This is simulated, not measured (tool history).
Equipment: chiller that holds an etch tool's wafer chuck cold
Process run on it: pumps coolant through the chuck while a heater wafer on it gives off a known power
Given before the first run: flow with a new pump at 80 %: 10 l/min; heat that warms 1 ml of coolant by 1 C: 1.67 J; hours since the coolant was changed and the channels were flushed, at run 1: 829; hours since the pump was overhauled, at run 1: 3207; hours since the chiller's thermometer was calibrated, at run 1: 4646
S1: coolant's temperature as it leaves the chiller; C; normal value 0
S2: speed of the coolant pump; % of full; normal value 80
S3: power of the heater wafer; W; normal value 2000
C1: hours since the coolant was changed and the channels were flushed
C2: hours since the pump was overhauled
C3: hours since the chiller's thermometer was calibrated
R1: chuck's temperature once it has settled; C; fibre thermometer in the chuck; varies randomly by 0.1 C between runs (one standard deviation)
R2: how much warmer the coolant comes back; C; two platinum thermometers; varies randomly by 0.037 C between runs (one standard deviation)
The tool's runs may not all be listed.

| run | day | S1 | S2 | S3 | C1 | C2 | C3 | R1 | R2 |
|---|---|---|---|---|---|---|---|---|---|
| 1 | 0 | 0 | 80 | 2000 | 829 | 3207 | 4646 | 18.4 | 7.53 |
| 2 | 2.058 | 0 | 80 | 2000 | 878 | 3256 | 4696 | 18.2 | 7.53 |
|  | 3.6 | chiller's thermometer calibrated |
| 3 | 6.046 | 0 | 94 | 2000 | 973 | 3351 | 59 | 15.5 | 6.42 |
| 4 | 7.871 | 0 | 80 | 2000 | 1017 | 3395 | 102 | 17.9 | 7.54 |
| 5 | 11.638 | 0 | 80 | 2000 | 1107 | 3485 | 193 | 18.1 | 7.52 |
|  | 13.333 | chiller's thermometer calibrated, once more |
| 6 | 14.983 | 0 | 80 | 2000 | 1187 | 3564 | 40 | 19.3 | 7.55 |
| 7 | 17.671 | 0 | 80 | 2000 | 1251 | 3629 | 104 | 19.4 | 7.58 |
| 8 | 19.5 | 0 | 80 | 2000 | 1295 | 3673 | 148 | 19.3 | 7.52 |
| 9 | 23.767 | 0 | 80 | 2000 | 1397 | 3775 | 250 | 19.4 | 7.52 |
| 10 | 27.125 | 0 | 80 | 2000 | 1478 | 3856 | 331 | 19.7 | 7.62 |
| 11 | 30.667 | 0 | 80 | 2000 | 1563 | 3941 | 416 | 19.5 | 7.62 |
| 12 | 34.2 | 0 | 80 | 2000 | 1648 | 4025 | 501 | 19.7 | 7.59 |
| 13 | 37.104 | 0 | 80 | 2000 | 1717 | 4095 | 570 | 19.6 | 7.6 |
| 14 | 39.358 | 0 | 80 | 2000 | 1772 | 4149 | 625 | 19.6 | 7.62 |
| 15 | 43.812 | 0 | 80 | 2000 | 1878 | 4256 | 731 | 19.6 | 7.66 |
| 16 | 45.688 | -4 | 77 | 1068 | 1923 | 4301 | 776 | 6.8 | 4.26 |
| 17 | 47.679 | 8 | 82 | 1068 | 1971 | 4349 | 824 | 18.2 | 3.97 |
| 18 | 51.058 | -7 | 61 | 1169 | 2052 | 4430 | 905 | 7.7 | 5.83 |
| 19 | 53.404 | -7 | 61 | 1169 | 2109 | 4486 | 962 | 7.5 | 5.81 |
| 20 | 55.762 | -7 | 61 | 1169 | 2165 | 4543 | 1018 | 7.7 | 5.79 |
| 21 | 58.012 | -2 | 75 | 1624 | 2219 | 4597 | 1072 | 15.2 | 6.62 |
| 22 | 62.158 | -2 | 75 | 1526 | 2319 | 4696 | 1172 | 13.9 | 6.26 |
| 23 | 64.517 | -9 | 81 | 1620 | 2375 | 4753 | 1228 | 7 | 6.21 |
| 24 | 68.804 | -4 | 67 | 1620 | 2478 | 4856 | 1331 | 15 | 7.4 |
| 25 | 73.208 | 7 | 80 | 1811 | 2584 | 4962 | 1437 | 25.3 | 7.07 |
| 26 | 75.221 | 5 | 79 | 2000 | 2632 | 5010 | 1485 | 25.2 | 7.89 |
| 27 | 78.738 | -2 | 68 | 1347 | 2717 | 5094 | 1570 | 13.7 | 6.11 |
| 28 | 80.9 | -5 | 80 | 2000 | 2768 | 5146 | 1622 | 15.3 | 7.68 |
| 29 | 84.467 | 0 | 66 | 2000 | 2854 | 5232 | 1707 | 23.9 | 9.31 |

Predict each of these 3 candidate next runs independently; none follows another, all start after run 29:
| A | 87.138 | 0 | 99 | 2000 | 2918 | 5296 | 1771 | ? | ? |
| B | 87.138 | 0 | 66 | 2308 | 2918 | 5296 | 1771 | ? | ? |
| C | 87.138 | 0 | 80 | 1359 | 2918 | 5296 | 1771 | ? | ? |

| run | R1 | R2 |
|---|---|---|
| A | 16.9 | 6.33 |
| B | 27.9 | 10.81 |
| C | 13.7 | 5.27 |
The same runs, with their run-to-run variation unchanged, on a tool lacking any hidden condition would have given:
| run | R1 | R2 |
|---|---|---|
| A | 15.1 | 5.85 |
| B | 24.7 | 10 |
| C | 12.3 | 4.88 |
